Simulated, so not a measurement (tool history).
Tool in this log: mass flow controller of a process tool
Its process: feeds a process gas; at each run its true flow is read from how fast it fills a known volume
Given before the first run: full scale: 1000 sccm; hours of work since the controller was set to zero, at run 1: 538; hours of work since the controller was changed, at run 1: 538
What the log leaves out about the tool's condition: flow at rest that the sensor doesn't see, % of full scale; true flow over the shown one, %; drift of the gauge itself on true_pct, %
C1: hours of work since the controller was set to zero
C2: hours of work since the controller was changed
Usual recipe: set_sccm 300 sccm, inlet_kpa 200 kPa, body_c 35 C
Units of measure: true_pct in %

Run 1, hour 0: usual settings; C1 538; C2 538. Result: true_pct 97.4 %.
Run 2, hour 72.9: usual settings; C1 564; C2 564. Result: true_pct 97.59 %.
Run 3, hour 134.3: usual settings; C1 586; C2 586. Result: true_pct 97.69 %.
Run 4, hour 173.1: usual settings; C1 599; C2 599. Result: true_pct 97.54 %.
Run 5, hour 236.7: usual settings; C1 622; C2 622. Result: true_pct 97.59 %.
Run 6, hour 292.9: usual settings but inlet_kpa 191 kPa; C1 642; C2 642. Result: true_pct 97.68 %.
Run 7, hour 337.9: usual settings but set_sccm 924 sccm; C1 658; C2 658. Result: true_pct 99.17 %.
Run 8, hour 400.7: usual settings; C1 680; C2 680. Result: true_pct 97.72 %.
Run 9, hour 460.2: usual settings; C1 701; C2 701. Result: true_pct 97.7 %.
Run 10, hour 525.1: usual settings; C1 724; C2 724. Result: true_pct 97.78 %.
Run 11, hour 568.2: usual settings; C1 740; C2 740. Result: true_pct 97.84 %.
Run 12, hour 599: usual settings; C1 751; C2 751. Result: true_pct 97.87 %.
Run 13, hour 635.7: usual settings; C1 764; C2 764. Result: true_pct 97.75 %.
Run 14, hour 670: usual settings but set_sccm 273 sccm; C1 776; C2 776. Result: true_pct 97.78 %.
Run 15, hour 745.3: usual settings but set_sccm 273 sccm; C1 802; C2 802. Result: true_pct 97.77 %.
Run 16, hour 787.8: usual settings but set_sccm 273 sccm; C1 817; C2 817. Result: true_pct 97.81 %.
Run 17, hour 832.6: usual settings but body_c 37 C; C1 833; C2 833. Result: true_pct 97.51 %.
Run 18, hour 864.1: usual settings but body_c 37 C; C1 845; C2 845. Result: true_pct 97.68 %.
Run 19, hour 911.1: usual settings but set_sccm 129 sccm, inlet_kpa 201 kPa, body_c 31 C; C1 861; C2 861. Result: true_pct 98.43 %.
Run 20, hour 979.4: usual settings but set_sccm 129 sccm, inlet_kpa 201 kPa, body_c 31 C; C1 885; C2 885. Result: true_pct 98.51 %.
Run 21, hour 1026: usual settings but set_sccm 470 sccm, body_c 31 C; C1 902; C2 902. Result: true_pct 98.56 %.
Run 22, hour 1072.9: usual settings but body_c 23 C; C1 919; C2 919. Result: true_pct 98.95 %.
Run 23, hour 1129.4: usual settings but set_sccm 132 sccm; C1 939; C2 939. Result: true_pct 98.29 %.
Run 24, hour 1175: usual settings but inlet_kpa 166 kPa, body_c 23 C; C1 955; C2 955. Result: true_pct 99.15 %.
Run 25, hour 1246.5: usual settings but set_sccm 212 sccm, inlet_kpa 222 kPa, body_c 26 C; C1 980; C2 980. Result: true_pct 98.63 %.
Run 26, hour 1277.6: usual settings but set_sccm 256 sccm, inlet_kpa 158 kPa, body_c 21 C; C1 991; C2 991. Result: true_pct 99.39 %.
Run 27, hour 1348.9: usual settings but set_sccm 256 sccm, inlet_kpa 158 kPa, body_c 21 C; C1 1016; C2 1016. Result: true_pct 99.33 %.
Run 28, hour 1406.8: usual settings but set_sccm 256 sccm, inlet_kpa 158 kPa, body_c 21 C; C1 1037; C2 1037. Result: true_pct 99.46 %.
Run 29, hour 1448.2: usual settings but inlet_kpa 159 kPa, body_c 32 C; C1 1052; C2 1052. Result: true_pct 98.53 %.
Run 30, hour 1514.5: usual settings but inlet_kpa 209 kPa, body_c 32 C; C1 1075; C2 1075. Result: true_pct 98.35 %.
Run 31, hour 1585.3: usual settings but set_sccm 431 sccm, inlet_kpa 254 kPa, body_c 23 C; C1 1100; C2 1100. Result: true_pct 99.29 %.
Run 32, hour 1646.2: usual settings but set_sccm 431 sccm, inlet_kpa 254 kPa, body_c 23 C; C1 1122; C2 1122. Result: true_pct 99.27 %.
Run 33, hour 1695.4: usual settings but set_sccm 467 sccm; C1 1139; C2 1139. Result: true_pct 98.45 %.

Here are 3 independent what-if runs from the current tool condition. What would each one return?
Run A, hour 1740.6: usual settings but set_sccm 170 sccm, inlet_kpa 165 kPa, body_c 32 C; C1 1155; C2 1155. Result: true_pct ?.
Run B, hour 1740.6: usual settings but set_sccm 771 sccm, body_c 22 C; C1 1155; C2 1155. Result: true_pct ?.
Run C, hour 1740.6: usual settings but set_sccm 582 sccm, inlet_kpa 279 kPa, body_c 29 C; C1 1155; C2 1155. Result: true_pct ?.

run  true_pct
  A     98.68
  B    100.25
  C     99.16
With no hidden state in the tool, these same runs would have given:
run  true_pct
  A     96.94
  B      99.5
  C     98.31
